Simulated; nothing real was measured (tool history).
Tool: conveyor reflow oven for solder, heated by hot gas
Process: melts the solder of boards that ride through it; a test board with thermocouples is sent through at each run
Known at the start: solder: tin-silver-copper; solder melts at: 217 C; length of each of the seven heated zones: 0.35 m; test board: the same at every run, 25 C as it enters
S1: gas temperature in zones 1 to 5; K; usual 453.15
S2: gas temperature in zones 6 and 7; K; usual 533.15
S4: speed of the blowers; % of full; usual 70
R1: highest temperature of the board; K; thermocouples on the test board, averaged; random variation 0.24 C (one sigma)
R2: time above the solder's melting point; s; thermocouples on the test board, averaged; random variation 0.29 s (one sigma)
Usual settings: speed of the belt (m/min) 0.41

run 1 day=0 | S1=453.15 S2=533.15 speed_of_the_belt_(m/min)=0.41 S4=70 | R1=519.85 R2=76
run 2 day=3.188 | S1=453.15 S2=533.15 speed_of_the_belt_(m/min)=0.41 S4=70 | R1=520.05 R2=75.9
-- day=5.542 flux residue cleaned out of gas plates and filters
run 3 day=5.896 | S1=453.15 S2=533.15 speed_of_the_belt_(m/min)=0.41 S4=70 | R1=518.65 R2=73.9
run 4 day=7.708 | S1=453.15 S2=533.15 speed_of_the_belt_(m/min)=0.41 S4=70 | R1=518.05 R2=73.5
run 5 day=10.262 | S1=453.15 S2=533.15 speed_of_the_belt_(m/min)=0.41 S4=70 | R1=517.75 R2=73.3
-- day=13.733 flux residue cleaned out of gas plates and filters, once more
run 6 day=13.733 | S1=453.15 S2=533.15 speed_of_the_belt_(m/min)=0.446 S4=70 | R1=519.05 R2=70.5
run 7 day=15.138 | S1=453.15 S2=533.15 speed_of_the_belt_(m/min)=0.446 S4=70 | R1=519.65 R2=70
-- day=15.938 belt drive overhauled, speed set with a stopwatch
run 8 day=18.7 | S1=453.15 S2=533.15 speed_of_the_belt_(m/min)=0.446 S4=70 | R1=518.65 R2=67.6
run 9 day=21.258 | S1=453.15 S2=533.15 speed_of_the_belt_(m/min)=0.446 S4=70 | R1=517.85 R2=66.8
run 10 day=23.783 | S1=453.15 S2=530.15 speed_of_the_belt_(m/min)=0.388 S4=90 | R1=520.95 R2=85.5
run 11 day=25.671 | S1=453.15 S2=530.15 speed_of_the_belt_(m/min)=0.433 S4=72 | R1=516.25 R2=67.5
run 12 day=28.638 | S1=453.15 S2=530.15 speed_of_the_belt_(m/min)=0.433 S4=72 | R1=515.95 R2=67.1
-- day=30.333 thermocouples of zones 6 and 7 changed
run 13 day=31.442 | S1=453.15 S2=530.15 speed_of_the_belt_(m/min)=0.433 S4=72 | R1=517.25 R2=68.9
run 14 day=34.838 | S1=453.15 S2=535.15 speed_of_the_belt_(m/min)=0.433 S4=87 | R1=524.15 R2=76.1
run 15 day=37.35 | S1=453.15 S2=535.15 speed_of_the_belt_(m/min)=0.348 S4=80 | R1=527.35 R2=101.5
-- day=39.175 flux residue cleaned out of gas plates and filters
run 16 day=40.742 | S1=453.15 S2=535.15 speed_of_the_belt_(m/min)=0.348 S4=80 | R1=528.75 R2=103.1

Some steps in R1 between neighbouring runs. How much of each would the tool show without its hidden state too (settings, what came in, random variation), and how much is left for the hidden state, with any gauge scatter that isn't in both results?
The hidden state here: heat that the gas passes to the board, % of a clean oven's; belt's true speed, % of the reading; true gas temperature in zones 6 and 7 over the reading, C; drift of the gauge itself on peak_c, C; drift of the gauge itself on liquid_s, %.
Run 5 -> 6: speed of the belt (m/min) 0.41 -> 0.446, flux residue cleaned out of gas plates and filters, once more. R1 +1.3 K: hidden state +3.9, all else -2.6.
Run 13 -> 14: S2 530.15 -> 535.15, S4 72 -> 87. R1 +6.9 K: hidden state -0.6, all else +7.5.
